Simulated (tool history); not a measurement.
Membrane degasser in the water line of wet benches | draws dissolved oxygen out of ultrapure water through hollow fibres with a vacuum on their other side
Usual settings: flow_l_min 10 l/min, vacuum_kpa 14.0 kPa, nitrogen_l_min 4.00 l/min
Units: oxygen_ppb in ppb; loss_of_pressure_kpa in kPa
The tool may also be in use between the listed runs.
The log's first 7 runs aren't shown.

Run 8, day 13.612: usual settings but vacuum_kpa 10.8 kPa. Result: oxygen_ppb 52.4 ppb, loss_of_pressure_kpa 57.92 kPa.
Run 9, day 15.362: usual settings but vacuum_kpa 10.8 kPa. Result: oxygen_ppb 52.1 ppb, loss_of_pressure_kpa 57.27 kPa.
Run 10, day 18.325: usual settings but vacuum_kpa 10.8 kPa. Result: oxygen_ppb 52.7 ppb, loss_of_pressure_kpa 57.34 kPa.
Run 11, day 19.983: usual settings but vacuum_kpa 10.8 kPa. Result: oxygen_ppb 52.2 ppb, loss_of_pressure_kpa 57.55 kPa.
Run 12, day 22.675: usual settings but vacuum_kpa 10.8 kPa. Result: oxygen_ppb 52.5 ppb, loss_of_pressure_kpa 57.78 kPa.
Run 13, day 25.717: usual settings but nitrogen_l_min 6.61 l/min. Result: oxygen_ppb 45.5 ppb, loss_of_pressure_kpa 57.39 kPa.
Run 14, day 28.608: usual settings but flow_l_min 11 l/min. Result: oxygen_ppb 80.4 ppb, loss_of_pressure_kpa 63.14 kPa.
Run 15, day 30.733: usual settings but flow_l_min 7 l/min. Result: oxygen_ppb 50.8 ppb, loss_of_pressure_kpa 40.47 kPa.
Run 16, day 31.962: usual settings but flow_l_min 7 l/min. Result: oxygen_ppb 51.0 ppb, loss_of_pressure_kpa 40.11 kPa.
Run 17, day 34.150: usual settings but flow_l_min 7 l/min. Result: oxygen_ppb 50.6 ppb, loss_of_pressure_kpa 40.60 kPa.
Run 18, day 35.508: usual settings but flow_l_min 9 l/min, vacuum_kpa 12.8 kPa, nitrogen_l_min 2.88 l/min. Result: oxygen_ppb 79.8 ppb, loss_of_pressure_kpa 51.74 kPa.
Run 19, day 38.362: usual settings but flow_l_min 11 l/min, vacuum_kpa 12.8 kPa, nitrogen_l_min 9.67 l/min. Result: oxygen_ppb 33.0 ppb, loss_of_pressure_kpa 63.55 kPa.
Run 20, day 40.804: usual settings but flow_l_min 6 l/min, vacuum_kpa 14.2 kPa, nitrogen_l_min 7.97 l/min. Result: oxygen_ppb 23.0 ppb, loss_of_pressure_kpa 34.61 kPa.
Run 21, day 42.033: usual settings but flow_l_min 7 l/min, nitrogen_l_min 11.59 l/min. Result: oxygen_ppb 18.7 ppb, loss_of_pressure_kpa 40.45 kPa.
Run 22, day 43.692: usual settings but flow_l_min 7 l/min, nitrogen_l_min 11.59 l/min. Result: oxygen_ppb 18.6 ppb, loss_of_pressure_kpa 40.13 kPa.
Run 23, day 45.679: usual settings but nitrogen_l_min 6.13 l/min. Result: oxygen_ppb 49.0 ppb, loss_of_pressure_kpa 57.66 kPa.
Run 24, day 47.225: usual settings but flow_l_min 11 l/min. Result: oxygen_ppb 80.9 ppb, loss_of_pressure_kpa 63.40 kPa.
Run 25, day 48.588: usual settings but flow_l_min 11 l/min. Result: oxygen_ppb 80.6 ppb, loss_of_pressure_kpa 63.31 kPa.
Run 26, day 51.383: usual settings but vacuum_kpa 11.9 kPa. Result: oxygen_ppb 59.6 ppb, loss_of_pressure_kpa 57.83 kPa.
Run 27, day 53.854: usual settings but vacuum_kpa 9.7 kPa, nitrogen_l_min 2.22 l/min. Result: oxygen_ppb 78.2 ppb, loss_of_pressure_kpa 57.46 kPa.
Run 28, day 55.758: usual settings but vacuum_kpa 9.7 kPa, nitrogen_l_min 2.22 l/min. Result: oxygen_ppb 78.2 ppb, loss_of_pressure_kpa 57.86 kPa.
Run 29, day 57.817: usual settings but flow_l_min 9 l/min, nitrogen_l_min 1.80 l/min. Result: oxygen_ppb 138.8 ppb, loss_of_pressure_kpa 51.84 kPa.
Run 30, day 60.383: usual settings but flow_l_min 12 l/min, vacuum_kpa 34.5 kPa, nitrogen_l_min 6.80 l/min. Result: oxygen_ppb 146.0 ppb, loss_of_pressure_kpa 69.27 kPa.

Forecast each of these 4 alternatives for the next run:
At day 62.404: seals of the vacuum lines changed.
Run A, day 62.592: usual settings but flow_l_min 8 l/min, vacuum_kpa 9.4 kPa, nitrogen_l_min 3.47 l/min. Result: oxygen_ppb ?, loss_of_pressure_kpa ?.
At day 62.404: seals of the vacuum lines changed.
Run B, day 62.592: usual settings but vacuum_kpa 8.7 kPa. Result: oxygen_ppb ?, loss_of_pressure_kpa ?.
At day 62.404: seals of the vacuum lines changed.
Run C, day 62.592: usual settings but flow_l_min 11 l/min, vacuum_kpa 34.5 kPa, nitrogen_l_min 6.80 l/min. Result: oxygen_ppb ?, loss_of_pressure_kpa ?.
At day 62.404: seals of the vacuum lines changed.
Run D, day 62.592: usual settings but nitrogen_l_min 7.27 l/min. Result: oxygen_ppb ?, loss_of_pressure_kpa ?.

run  oxygen_ppb  loss_of_pressure_kpa
  A        38.3                 46.20
  B        38.6                 57.70
  C       129.8                 63.74
  D        41.0                 57.59
Without the tool's hidden state the same runs would have given:
run  oxygen_ppb  loss_of_pressure_kpa
  A        37.2                 45.59
  B        37.4                 56.93
  C       128.4                 62.90
  D        40.0                 56.83
